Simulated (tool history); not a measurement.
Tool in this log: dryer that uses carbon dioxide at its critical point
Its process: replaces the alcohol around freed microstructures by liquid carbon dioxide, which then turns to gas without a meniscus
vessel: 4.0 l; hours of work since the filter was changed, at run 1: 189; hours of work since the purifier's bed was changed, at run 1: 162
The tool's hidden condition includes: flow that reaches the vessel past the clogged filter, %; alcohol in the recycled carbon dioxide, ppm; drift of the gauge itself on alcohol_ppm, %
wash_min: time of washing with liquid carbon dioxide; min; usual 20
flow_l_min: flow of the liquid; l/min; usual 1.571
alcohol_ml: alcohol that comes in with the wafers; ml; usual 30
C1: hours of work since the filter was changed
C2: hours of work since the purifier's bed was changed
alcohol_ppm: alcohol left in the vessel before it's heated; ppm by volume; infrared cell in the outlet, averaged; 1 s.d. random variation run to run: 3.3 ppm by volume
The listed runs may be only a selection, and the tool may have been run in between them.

Run 1, hour 0: usual settings; C1 189; C2 162. Result: alcohol_ppm 38 ppm by volume.
Run 2, hour 9.8: usual settings; C1 194; C2 167. Result: alcohol_ppm 37 ppm by volume.
Run 3, hour 21: usual settings; C1 199; C2 173. Result: alcohol_ppm 43 ppm by volume.
Run 4, hour 32.4: usual settings but wash_min 23 min; C1 205; C2 178. Result: alcohol_ppm 29 ppm by volume.
Run 5, hour 48.6: usual settings but alcohol_ml 33 ml; C1 214; C2 187. Result: alcohol_ppm 48 ppm by volume.
Run 6, hour 58.8: usual settings but flow_l_min 1.9 l/min, alcohol_ml 33 ml; C1 219; C2 192. Result: alcohol_ppm 28 ppm by volume.
Run 7, hour 73.5: usual settings but flow_l_min 1.9 l/min, alcohol_ml 33 ml; C1 226; C2 200. Result: alcohol_ppm 21 ppm by volume.
Run 8, hour 87.3: usual settings but flow_l_min 1.35 l/min, alcohol_ml 51 ml; C1 234; C2 207. Result: alcohol_ppm 143 ppm by volume.
Run 9, hour 104.7: usual settings but wash_min 21 min, flow_l_min 1.69 l/min, alcohol_ml 75 ml; C1 243; C2 216. Result: alcohol_ppm 57 ppm by volume.
Run 10, hour 119.6: usual settings but wash_min 21 min, flow_l_min 1.69 l/min, alcohol_ml 75 ml; C1 250; C2 223. Result: alcohol_ppm 60 ppm by volume.
Run 11, hour 133.4: usual settings but wash_min 29 min; C1 257; C2 230. Result: alcohol_ppm 16 ppm by volume.
At hour 137.2: inlet filter changed.
Run 12, hour 147.1: usual settings but wash_min 29 min; C1 5; C2 237. Result: alcohol_ppm 18 ppm by volume.
Run 13, hour 155.1: usual settings but wash_min 29 min; C1 9; C2 241. Result: alcohol_ppm 19 ppm by volume.
Run 14, hour 163.5: usual settings but wash_min 16 min; C1 14; C2 245. Result: alcohol_ppm 89 ppm by volume.

5 ways to go on from here, each from the tool as it stands after run 14. What would each give?
Run A, hour 174.5: usual settings but alcohol_ml 21 ml; C1 19; C2 251. Result: alcohol_ppm ?.
Run B, hour 174.5: usual settings but wash_min 16 min, alcohol_ml 24 ml; C1 19; C2 251. Result: alcohol_ppm ?.
Run C, hour 174.5: usual settings but wash_min 12 min, flow_l_min 1.11 l/min, alcohol_ml 66 ml; C1 19; C2 251. Result: alcohol_ppm ?.
Run D, hour 174.5: usual settings but wash_min 16 min, alcohol_ml 38 ml; C1 19; C2 251. Result: alcohol_ppm ?.
Run E, hour 174.5: usual settings but flow_l_min 1.26 l/min, alcohol_ml 38 ml; C1 19; C2 251. Result: alcohol_ppm ?.

run  alcohol_ppm
  A           28
  B           70
  C         1425
  D          101
  E          104
Take away the tool's hidden state, keep each run's random variation, and the runs would have read:
run  alcohol_ppm
  A           16
  B           57
  C         1379
  D           86
  E           89
